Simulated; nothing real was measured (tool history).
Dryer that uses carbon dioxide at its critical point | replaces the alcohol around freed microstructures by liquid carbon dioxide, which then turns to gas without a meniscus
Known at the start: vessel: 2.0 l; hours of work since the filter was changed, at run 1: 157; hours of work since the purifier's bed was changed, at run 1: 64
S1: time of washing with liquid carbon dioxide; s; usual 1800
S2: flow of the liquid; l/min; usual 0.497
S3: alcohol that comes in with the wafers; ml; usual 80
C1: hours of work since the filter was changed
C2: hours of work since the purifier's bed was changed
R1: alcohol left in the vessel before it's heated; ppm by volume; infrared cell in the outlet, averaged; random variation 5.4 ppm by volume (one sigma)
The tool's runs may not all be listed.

{"run": 1, "hour": 0.0, "S1": 1800, "S2": 0.497, "S3": 80, "C1": 157, "C2": 64, "R1": 222}
{"run": 2, "hour": 16.1, "S1": 1800, "S2": 0.497, "S3": 27, "C1": 166, "C2": 73, "R1": 78}
{"run": 3, "hour": 32.7, "S1": 1140, "S2": 0.497, "S3": 80, "C1": 175, "C2": 83, "R1": 1500}
{"run": 4, "hour": 42.7, "S1": 1800, "S2": 0.497, "S3": 80, "C1": 181, "C2": 88, "R1": 236}
{"run": 5, "hour": 54.7, "S1": 1800, "S2": 0.497, "S3": 80, "C1": 188, "C2": 95, "R1": 233}
{"run": 6, "hour": 64.2, "S1": 1800, "S2": 0.462, "S3": 80, "C1": 193, "C2": 100, "R1": 346}
{"run": 7, "hour": 78.8, "S1": 1800, "S2": 0.462, "S3": 80, "C1": 202, "C2": 109, "R1": 356}
{"run": 8, "hour": 88.0, "S1": 1800, "S2": 0.462, "S3": 80, "C1": 207, "C2": 114, "R1": 343}
{"run": 9, "hour": 102.5, "S1": 1800, "S2": 0.462, "S3": 80, "C1": 215, "C2": 122, "R1": 357}
{"run": 10, "hour": 110.5, "S1": 1800, "S2": 0.463, "S3": 80, "C1": 220, "C2": 127, "R1": 357}
{"run": 11, "hour": 125.1, "S1": 1800, "S2": 0.463, "S3": 35, "C1": 228, "C2": 135, "R1": 176}
{"run": 12, "hour": 135.3, "S1": 1800, "S2": 0.463, "S3": 35, "C1": 234, "C2": 141, "R1": 168}
{"run": 13, "hour": 146.5, "S1": 1500, "S2": 0.404, "S3": 106, "C1": 240, "C2": 147, "R1": 1780}
{"run": 14, "hour": 154.2, "S1": 1500, "S2": 0.404, "S3": 106, "C1": 244, "C2": 152, "R1": 1784}
{"run": 15, "hour": 162.5, "S1": 1500, "S2": 0.404, "S3": 106, "C1": 249, "C2": 156, "R1": 1822}
{"run": 16, "hour": 170.5, "S1": 2400, "S2": 0.609, "S3": 70, "C1": 254, "C2": 161, "R1": 25}
{"run": 17, "hour": 181.7, "S1": 1560, "S2": 0.649, "S3": 28, "C1": 260, "C2": 167, "R1": 69}

The next listed run, before its measurement:
{"run": 18, "hour": 191.4, "S1": 1200, "S2": 0.511, "S3": 80, "C1": 266, "C2": 173, "R1": "?"}

Run 18 gave R1 1350 ppm by volume.
Without the tool's hidden state the same run would have given R1 812 ppm by volume.
